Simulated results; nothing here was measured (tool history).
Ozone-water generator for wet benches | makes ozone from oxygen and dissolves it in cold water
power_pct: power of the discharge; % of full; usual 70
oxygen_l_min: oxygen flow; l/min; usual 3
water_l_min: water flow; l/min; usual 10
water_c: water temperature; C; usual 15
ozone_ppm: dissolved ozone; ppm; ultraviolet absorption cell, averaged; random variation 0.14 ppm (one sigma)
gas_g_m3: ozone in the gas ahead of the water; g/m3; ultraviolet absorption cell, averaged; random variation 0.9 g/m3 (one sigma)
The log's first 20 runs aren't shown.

run,hour,power_pct,oxygen_l_min,water_l_min,water_c,ozone_ppm,gas_g_m3
21,982.5,80,4.3,9,11,18.8,133.3
22,1022,80,4.3,9,11,19,133.4
23,1071.2,80,4.3,9,11,18.8,132.3
24,1120.7,70,1.6,10,15,13.4,199.1
25,1173,72,5.26,14,8,11.8,112.8
26,1234.2,53,1.67,14,8,7.6,162.1
27,1289.8,52,1.67,12,8,9.5,160.3
28,1351.2,82,4.14,12,14,13.6,136.9
29,1399.7,80,2.03,12,7,13.4,193.5
30,1456.9,80,3.12,9,19,16.1,156.3
31,1524.3,80,3.12,9,19,16.3,152.9
32,1568.5,80,3.12,9,19,15.9,155.4

5 ways to go on from here, each from the tool as it stands after run 32. What would each give?
A,1614.6,80,3.12,9,21,?,?
B,1614.6,70,3,7,15,?,?
C,1614.6,52,3,14,9,?,?
D,1614.6,80,1.9,9,19,?,?
E,1614.6,70,3,14,15,?,?

run,ozone_ppm,gas_g_m3
A,15.7,156.6
B,19.8,144.5
C,8.8,119
D,15.9,200.5
E,10,144.1
Without the tool's hidden state the same runs would have given:
run,ozone_ppm,gas_g_m3
A,17.9,163.4
B,22.3,150.2
C,10.1,122.8
D,18.2,209.2
E,11.6,149.8
